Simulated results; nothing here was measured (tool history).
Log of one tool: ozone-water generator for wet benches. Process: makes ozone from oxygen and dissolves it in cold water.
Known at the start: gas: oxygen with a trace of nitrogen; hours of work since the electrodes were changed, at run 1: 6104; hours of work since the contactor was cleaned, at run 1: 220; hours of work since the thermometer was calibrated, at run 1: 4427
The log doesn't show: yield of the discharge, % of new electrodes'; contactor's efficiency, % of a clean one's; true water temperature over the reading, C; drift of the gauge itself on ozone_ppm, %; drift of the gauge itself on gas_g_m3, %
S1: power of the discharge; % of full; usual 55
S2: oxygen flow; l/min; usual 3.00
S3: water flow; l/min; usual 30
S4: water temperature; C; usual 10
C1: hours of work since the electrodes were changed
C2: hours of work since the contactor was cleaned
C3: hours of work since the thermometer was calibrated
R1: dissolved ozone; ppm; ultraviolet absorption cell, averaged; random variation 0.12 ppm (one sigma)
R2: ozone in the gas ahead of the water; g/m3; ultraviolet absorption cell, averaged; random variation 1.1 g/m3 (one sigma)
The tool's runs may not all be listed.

run,hour,S1,S2,S3,S4,C1,C2,C3,R1,R2
1,0.0,55,3.00,30,10,6104,220,4427,11.2,184.3
2,145.8,55,3.00,30,10,6232,348,4554,11.1,182.6
3,334.1,55,3.00,30,10,6397,513,4719,11.0,183.9
4,521.1,55,3.00,30,10,6561,677,4883,11.0,186.3
5,686.0,55,3.00,30,10,6705,821,5027,11.1,184.2
6,870.3,55,3.00,30,10,6866,982,5188,11.2,184.9
7,1028.8,55,3.00,30,10,7005,1121,5327,11.2,184.9
8,1197.7,55,3.00,30,10,7153,1269,5475,11.0,188.2
# hour 1368.4: water thermometer calibrated
9,1368.4,48,3.00,30,10,7302,1418,0,9.8,168.0
10,1480.5,48,3.00,48,10,7400,1516,98,5.9,166.7
11,1563.3,48,3.00,48,10,7472,1588,171,6.1,166.3
12,1652.6,55,3.00,38,10,7550,1666,249,8.5,186.0
13,1798.9,55,3.00,38,10,7679,1795,377,8.4,187.9
14,1968.5,86,3.00,38,10,7827,1943,525,12.2,260.2
15,2149.9,55,1.52,30,10,7986,2102,684,7.8,230.7
16,2283.8,55,3.00,30,10,8103,2219,801,11.2,185.6
17,2474.1,55,2.22,23,6,8269,2385,968,12.8,203.2
18,2574.9,50,2.61,38,5,8358,2474,1056,7.7,180.8
19,2748.2,99,3.00,30,10,8509,2625,1208,17.5,295.2
20,2877.3,55,2.28,22,10,8622,2738,1321,13.3,203.4
21,3071.3,67,2.98,41,13,8792,2908,1490,9.2,218.6
22,3239.2,67,2.98,41,13,8939,3055,1637,9.2,217.0
23,3321.1,52,2.98,41,9,9011,3127,1709,7.7,181.8
24,3477.0,62,3.99,41,17,9147,3263,1846,9.8,189.0
25,3646.7,62,3.99,41,9,9296,3412,1994,10.2,188.6
26,3748.1,55,3.00,26,10,9385,3500,2083,13.0,188.7
27,3851.0,54,3.00,30,10,9475,3591,2173,10.9,185.7
28,3975.7,54,3.00,30,5,9584,3700,2282,11.4,186.5
29,4103.2,54,4.09,33,5,9695,3811,2394,12.1,166.8
30,4293.0,55,3.00,35,14,9861,3977,2560,9.4,189.0
31,4429.4,55,3.00,35,14,9981,4097,2679,9.2,187.1
32,4618.0,61,2.02,20,6,10146,4262,2844,15.2,230.2

Forecast each of these 3 alternatives for the next run:
A,4786.9,55,1.94,20,9,10294,4410,2992,?,?
B,4786.9,43,3.26,35,10,10294,4410,2992,?,?
C,4786.9,87,2.81,30,10,10294,4410,2992,?,?

run,R1,R2
A,13.3,216.8
B,8.2,153.1
C,15.5,275.3
Without the tool's hidden state the same runs would have given:
run,R1,R2
A,13.4,212.3
B,8.2,149.9
C,15.5,269.8

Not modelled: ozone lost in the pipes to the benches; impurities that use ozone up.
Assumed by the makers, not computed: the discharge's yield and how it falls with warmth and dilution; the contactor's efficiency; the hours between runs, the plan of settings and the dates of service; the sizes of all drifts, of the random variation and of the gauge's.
